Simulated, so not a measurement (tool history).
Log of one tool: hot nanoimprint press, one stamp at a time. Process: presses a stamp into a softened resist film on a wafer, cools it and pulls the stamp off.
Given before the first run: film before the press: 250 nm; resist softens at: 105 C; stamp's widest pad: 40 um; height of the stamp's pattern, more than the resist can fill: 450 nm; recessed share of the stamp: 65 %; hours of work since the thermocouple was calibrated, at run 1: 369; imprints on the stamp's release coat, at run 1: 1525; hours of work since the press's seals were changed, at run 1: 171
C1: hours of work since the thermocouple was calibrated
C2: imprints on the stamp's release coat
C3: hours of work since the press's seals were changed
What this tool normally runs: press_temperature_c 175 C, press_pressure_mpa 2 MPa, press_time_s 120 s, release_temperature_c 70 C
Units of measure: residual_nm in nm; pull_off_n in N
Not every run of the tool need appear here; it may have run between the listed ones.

Run 1, hour 0: usual settings; C1 369; C2 1525; C3 171. Result: residual_nm 123.6 nm, pull_off_n 105.8 N.
Run 2, hour 13: usual settings but release_temperature_c 61 C; C1 377; C2 1558; C3 179. Result: residual_nm 124.3 nm, pull_off_n 122.4 N.
Run 3, hour 19.9: usual settings but release_temperature_c 61 C; C1 381; C2 1575; C3 183. Result: residual_nm 123.6 nm, pull_off_n 123.4 N.
Run 4, hour 32.6: usual settings; C1 389; C2 1607; C3 191. Result: residual_nm 123.1 nm, pull_off_n 106.7 N.
Run 5, hour 45.6: usual settings; C1 396; C2 1640; C3 198. Result: residual_nm 124.5 nm, pull_off_n 106.9 N.
Run 6, hour 53.1: usual settings; C1 401; C2 1659; C3 203. Result: residual_nm 123.4 nm, pull_off_n 107.2 N.
Run 7, hour 64: usual settings; C1 407; C2 1686; C3 209. Result: residual_nm 123.6 nm, pull_off_n 105.9 N.
Run 8, hour 75.7: usual settings; C1 414; C2 1716; C3 216. Result: residual_nm 124.3 nm, pull_off_n 108.1 N.
Run 9, hour 87.9: usual settings; C1 421; C2 1747; C3 223. Result: residual_nm 123.9 nm, pull_off_n 108.7 N.
Run 10, hour 101.1: usual settings; C1 429; C2 1780; C3 231. Result: residual_nm 124.4 nm, pull_off_n 107.6 N.
Run 11, hour 108.2: usual settings; C1 433; C2 1798; C3 235. Result: residual_nm 124.5 nm, pull_off_n 108.3 N.
At hour 113.5: plate thermocouple calibrated.
Run 12, hour 124.4: usual settings; C1 6; C2 1831; C3 243. Result: residual_nm 117.4 nm, pull_off_n 107.2 N.
Run 13, hour 138.6: usual settings; C1 15; C2 1867; C3 252. Result: residual_nm 118 nm, pull_off_n 107.1 N.
Run 14, hour 145.1: usual settings; C1 19; C2 1883; C3 256. Result: residual_nm 118.1 nm, pull_off_n 107.7 N.
At hour 162.4: stamp cleaned and given a new release coat.
Run 15, hour 163.8: usual settings; C1 26; C2 3; C3 263. Result: residual_nm 118.1 nm, pull_off_n 91.9 N.
Run 16, hour 171.5: usual settings but press_temperature_c 167 C, release_temperature_c 63 C; C1 31; C2 23; C3 268. Result: residual_nm 162.7 nm, pull_off_n 102.6 N.
Run 17, hour 184.9: usual settings but press_temperature_c 187 C, press_time_s 60 s; C1 39; C2 56; C3 276. Result: residual_nm 97.1 nm, pull_off_n 92.8 N.
Run 18, hour 194.8: usual settings but press_temperature_c 183 C, press_pressure_mpa 1.61 MPa; C1 45; C2 81; C3 282. Result: residual_nm 93.4 nm, pull_off_n 93.4 N.
Run 19, hour 210.2: usual settings but press_temperature_c 183 C, press_pressure_mpa 1.61 MPa, press_time_s 202 s, release_temperature_c 78 C; C1 54; C2 120; C3 291. Result: residual_nm 73.7 nm, pull_off_n 82.2 N.
Run 20, hour 220: usual settings but press_time_s 170 s; C1 60; C2 145; C3 296. Result: residual_nm 103 nm, pull_off_n 93 N.
Run 21, hour 231.4: usual settings but press_time_s 170 s; C1 66; C2 174; C3 303. Result: residual_nm 104 nm, pull_off_n 94 N.
Run 22, hour 239.2: usual settings but press_pressure_mpa 1.76 MPa, release_temperature_c 71 C; C1 71; C2 193; C3 308. Result: residual_nm 124.5 nm, pull_off_n 92 N.
Run 23, hour 247.4: usual settings but press_pressure_mpa 1.76 MPa, release_temperature_c 71 C; C1 76; C2 214; C3 313. Result: residual_nm 124.8 nm, pull_off_n 91.8 N.
Run 24, hour 257.2: usual settings but press_temperature_c 186 C, press_time_s 205 s; C1 82; C2 238; C3 318. Result: residual_nm 59 nm, pull_off_n 94.8 N.
Run 25, hour 264.6: usual settings but press_temperature_c 172 C, press_pressure_mpa 2.09 MPa; C1 86; C2 257; C3 323. Result: residual_nm 132.1 nm, pull_off_n 94.7 N.
Run 26, hour 272.1: usual settings but press_temperature_c 173 C, press_pressure_mpa 2.48 MPa, press_time_s 188 s, release_temperature_c 73 C; C1 91; C2 276; C3 327. Result: residual_nm 100.3 nm, pull_off_n 90.5 N.
Run 27, hour 286.4: usual settings but press_temperature_c 173 C, press_pressure_mpa 2.48 MPa, press_time_s 161 s, release_temperature_c 63 C; C1 99; C2 312; C3 336. Result: residual_nm 106.2 nm, pull_off_n 107 N.
Run 28, hour 299.8: usual settings but press_temperature_c 173 C, press_pressure_mpa 2.48 MPa, press_time_s 161 s, release_temperature_c 63 C; C1 107; C2 346; C3 344. Result: residual_nm 106.1 nm, pull_off_n 108.1 N.
Run 29, hour 309.6: usual settings but press_temperature_c 173 C, press_pressure_mpa 2.48 MPa, press_time_s 161 s, release_temperature_c 63 C; C1 113; C2 370; C3 350. Result: residual_nm 107.4 nm, pull_off_n 108.4 N.
Run 30, hour 316.9: usual settings but press_temperature_c 171 C, press_pressure_mpa 2.78 MPa, press_time_s 80 s, release_temperature_c 75 C; C1 117; C2 389; C3 354. Result: residual_nm 144.7 nm, pull_off_n 89.1 N.

Branching from run 30: 4 alternative next runs. What would each branch give?
Run A, hour 332.4: usual settings but release_temperature_c 71 C; C1 126; C2 428; C3 363. Result: residual_nm ?, pull_off_n ?.
Run B, hour 332.4: usual settings but press_temperature_c 172 C, press_pressure_mpa 2.83 MPa, press_time_s 80 s, release_temperature_c 75 C; C1 126; C2 428; C3 363. Result: residual_nm ?, pull_off_n ?.
Run C, hour 332.4: usual settings but press_temperature_c 171 C, press_pressure_mpa 2.98 MPa, press_time_s 80 s, release_temperature_c 74 C; C1 126; C2 428; C3 363. Result: residual_nm ?, pull_off_n ?.
Run D, hour 332.4: usual settings but release_temperature_c 56 C; C1 126; C2 428; C3 363. Result: residual_nm ?, pull_off_n ?.

run  residual_nm  pull_off_n
  A        119.6        93.7
  B        138.1        89.6
  C        140.9        89.6
  D        119.9       116.9
Had the tool no hidden state, the same runs would have come out as:
run  residual_nm  pull_off_n
  A          117          90
  B        134.9          86
  C        137.6        86.1
  D        117.2       112.5
